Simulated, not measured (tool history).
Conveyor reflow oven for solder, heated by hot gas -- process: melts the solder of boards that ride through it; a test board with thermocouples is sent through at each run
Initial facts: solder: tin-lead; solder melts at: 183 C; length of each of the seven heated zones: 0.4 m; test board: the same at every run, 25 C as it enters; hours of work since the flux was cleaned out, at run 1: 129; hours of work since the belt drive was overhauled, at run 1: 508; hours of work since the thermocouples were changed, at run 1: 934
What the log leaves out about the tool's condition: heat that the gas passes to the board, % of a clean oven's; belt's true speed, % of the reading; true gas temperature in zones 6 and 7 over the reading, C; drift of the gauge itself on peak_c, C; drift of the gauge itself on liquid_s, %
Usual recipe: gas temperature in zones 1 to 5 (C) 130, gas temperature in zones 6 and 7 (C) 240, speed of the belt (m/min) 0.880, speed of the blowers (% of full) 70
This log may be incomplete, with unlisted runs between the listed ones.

run	day	gas temperature in zones 1 to 5 (C)	gas temperature in zones 6 and 7 (C)	speed of the belt (m/min)	speed of the blowers (% of full)	hours of work since the flux was cleaned out	hours of work since the belt drive was overhauled	hours of work since the thermocouples were changed	highest temperature of the board (C)	time above the solder's melting point (s)
1	0.000	130	240	0.880	70	129	508	934	217.4	39.8
2	0.621	130	240	0.880	70	140	519	945	217.8	39.1
3	1.196	136	240	0.880	70	150	530	955	219.1	41.3
4	1.521	136	240	0.880	75	156	535	961	220.4	41.5
5	1.875	136	240	0.880	75	163	542	967	220.0	41.6
6	2.542	128	240	0.880	70	174	554	979	216.8	38.3
7	3.150	128	240	0.880	70	185	564	990	218.0	38.2
8	3.596	128	240	0.880	70	193	572	998	216.4	38.2
9	4.104	128	255	0.880	70	202	581	1007	229.5	44.8
10	4.767	128	255	0.880	70	214	593	1018	228.6	45.0
11	5.079	128	255	0.880	89	220	599	1024	234.5	46.4
12	5.408	128	255	0.880	89	225	605	1030	233.9	46.5
13	6.108	128	255	0.880	89	238	617	1042	233.3	46.3
14	6.471	137	242	0.880	70	244	623	1049	219.1	42.0
15	6.850	137	242	0.880	70	251	630	1056	218.8	42.1
# day 7.075: belt drive overhauled, speed set with a stopwatch
# day 7.517: flux residue cleaned out of gas plates and filters
16	7.888	137	242	0.880	70	7	11	1067	221.8	42.9
# day 8.383: belt drive overhauled, speed set with a stopwatch, once more
17	8.425	130	240	0.821	67	13	1	1074	218.9	43.5
18	8.933	130	240	0.821	67	22	10	1083	219.1	43.2
19	9.517	130	240	0.880	52	33	20	1093	212.5	35.3
20	10.067	119	240	0.880	82	42	30	1103	218.2	37.5
21	10.625	130	230	0.707	70	52	40	1113	214.8	48.5
22	11.092	130	230	0.771	70	61	48	1121	213.0	42.2
23	11.771	130	253	0.995	67	73	60	1133	222.9	36.1
24	12.433	130	253	0.995	67	84	72	1145	221.7	36.2
25	13.150	134	239	0.814	75	97	85	1158	221.2	45.3
26	13.717	130	240	0.947	70	107	95	1168	214.2	33.8

Below are 5 alternative next runs, each starting from the tool's condition after run 26. Predict each:
A	14.021	142	240	0.880	58	113	100	1173	?	?
B	14.021	122	240	0.870	78	113	100	1173	?	?
C	14.021	130	237	0.757	70	113	100	1173	?	?
D	14.021	130	240	0.893	70	113	100	1173	?	?
E	14.021	129	240	0.880	70	113	100	1173	?	?

run	highest temperature of the board (C)	time above the solder's melting point (s)
A	216.3	40.6
B	217.3	38.1
C	218.5	47.3
D	215.7	37.9
E	216.7	38.0
Without the tool's hidden state the same runs would have given:
run	highest temperature of the board (C)	time above the solder's melting point (s)
A	220.5	43.0
B	221.9	40.5
C	222.9	49.7
D	220.1	40.3
E	221.1	40.5
